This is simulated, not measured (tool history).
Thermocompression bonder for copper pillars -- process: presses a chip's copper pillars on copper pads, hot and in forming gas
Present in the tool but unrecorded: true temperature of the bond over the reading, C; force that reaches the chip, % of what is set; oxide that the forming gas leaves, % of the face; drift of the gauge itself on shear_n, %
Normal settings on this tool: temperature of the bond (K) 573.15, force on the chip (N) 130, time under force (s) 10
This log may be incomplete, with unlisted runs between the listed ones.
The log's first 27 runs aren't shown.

run	hour	temperature of the bond (K)	force on the chip (N)	time under force (s)	hours of work since the heater was calibrated	hours of work since the force cell was calibrated	hours of work since the gas filter was changed	force that shears a chip off (N)
28	1420.2	543.15	148	7	1496	43	32	43
29	1468.9	573.15	109	7	1517	65	54	46.7
30	1541.1	568.15	82	10	1550	97	86	41.5
31	1597.2	551.15	79	18	1575	122	111	43.7
32	1666.2	595.15	117	9	1605	153	142	61.6
# hour 1702.5: forming gas filter changed
33	1727.7	595.15	141	14	1633	180	11	84.5
34	1771.3	595.15	141	14	1652	200	31	82
35	1816.6	595.15	141	14	1672	220	51	81.3
36	1852.8	595.15	141	14	1688	236	67	83
37	1913	563.15	93	30	1715	263	94	67
38	1964.4	563.15	93	30	1738	286	117	67.4

Predict each of these 4 candidate next runs independently; none follows another, all start after run 38:
A	2007.9	579.15	93	28	1758	305	136	?
B	2007.9	578.15	130	10	1758	305	136	?
C	2007.9	599.15	93	30	1758	305	136	?
D	2007.9	567.15	126	20	1758	305	136	?

run	force that shears a chip off (N)
A	73.7
B	61.6
C	85.9
D	71.8
Stripped of hidden state, with their random variation kept, the same runs would have yielded:
run	force that shears a chip off (N)
A	69.4
B	57.4
C	82.2
D	67.2
